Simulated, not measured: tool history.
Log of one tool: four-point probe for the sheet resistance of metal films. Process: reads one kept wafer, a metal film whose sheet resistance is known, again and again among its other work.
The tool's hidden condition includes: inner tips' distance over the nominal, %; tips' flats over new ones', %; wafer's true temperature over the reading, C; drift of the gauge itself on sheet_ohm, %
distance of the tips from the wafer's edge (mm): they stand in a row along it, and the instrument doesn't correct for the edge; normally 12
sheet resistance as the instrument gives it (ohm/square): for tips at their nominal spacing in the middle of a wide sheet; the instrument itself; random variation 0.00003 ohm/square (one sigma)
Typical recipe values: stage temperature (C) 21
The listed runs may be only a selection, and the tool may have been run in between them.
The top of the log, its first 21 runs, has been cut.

run    hour  stage temperature (C)  distance of the tips from the wafer's edge (mm)  touches since the probe head was changed  hours of work since the stage's thermometer was calibrated  sheet resistance as the instrument gives it (ohm/square)
 22   755.3                     21                                               12                                     16953                                                        1987                                                  0.147473
 23   787.2                     21                                               12                                     19008                                                        2012                                                  0.147454
 24   822.2                     21                                               12                                     21256                                                        2039                                                  0.147459
 25   847.5                     23                                               62                                     22880                                                        2058                                                  0.147412
 26   882.8                     23                                               60                                     25145                                                        2086                                                  0.147378
 27   913.0                     23                                               60                                     27087                                                        2109                                                  0.147363
 28   961.0                     26                                               10                                     30170                                                        2146                                                  0.147819
 29  1002.8                     26                                               10                                     32858                                                        2179                                                  0.147752
 30  1037.1                     21                                               24                                     35064                                                        2206                                                  0.147071
 31  1067.2                     31                                                5                                     36996                                                        2229                                                  0.148761
 32  1100.8                     31                                                5                                     39155                                                        2255                                                  0.148669
 33  1123.2                     29                                                4                                     40593                                                        2272                                                  0.148995
 34  1150.7                     31                                               26                                     42357                                                        2294                                                  0.147882
 35  1191.1                     34                                               17                                     44953                                                        2325                                                  0.148116
 36  1218.5                     21                                                3                                     46712                                                        2346                                                  0.148993
 37  1262.9                     21                                                3                                     49567                                                        2381                                                  0.149038
 38  1306.9                     21                                               33                                     52396                                                        2415                                                  0.146774
 39  1344.0                     25                                               13                                     54781                                                        2444                                                  0.147225
 40  1365.3                     30                                               24                                     56147                                                        2460                                                  0.147529
 41  1400.6                     21                                               27                                     58416                                                        2488                                                  0.146735
     1411.7  -- stage's thermometer calibrated
 42  1431.9                     27                                               27                                     60394                                                          16                                                  0.147453
 43  1453.7                     27                                               27                                     61793                                                          33                                                  0.147431
 44  1486.6                     27                                               27                                     63906                                                          58                                                  0.147388
 45  1531.8                     27                                               27                                     66814                                                          93                                                  0.147318

3 ways to go on from here, each from the tool as it stands after run 45. What would each give?
  A  1567.9                     32                                               27                                     69131                                                         121                                                         ?
  B  1567.9                     19                                               50                                     69131                                                         121                                                         ?
  C  1567.9                     18                                               12                                     69131                                                         121                                                         ?

run  sheet resistance as the instrument gives it (ohm/square)
  A                                                  0.147783
  B                                                  0.146532
  C                                                  0.146567
With no hidden state in the tool, these same runs would have given:
run  sheet resistance as the instrument gives it (ohm/square)
  A                                                  0.149155
  B                                                  0.147894
  C                                                  0.147928
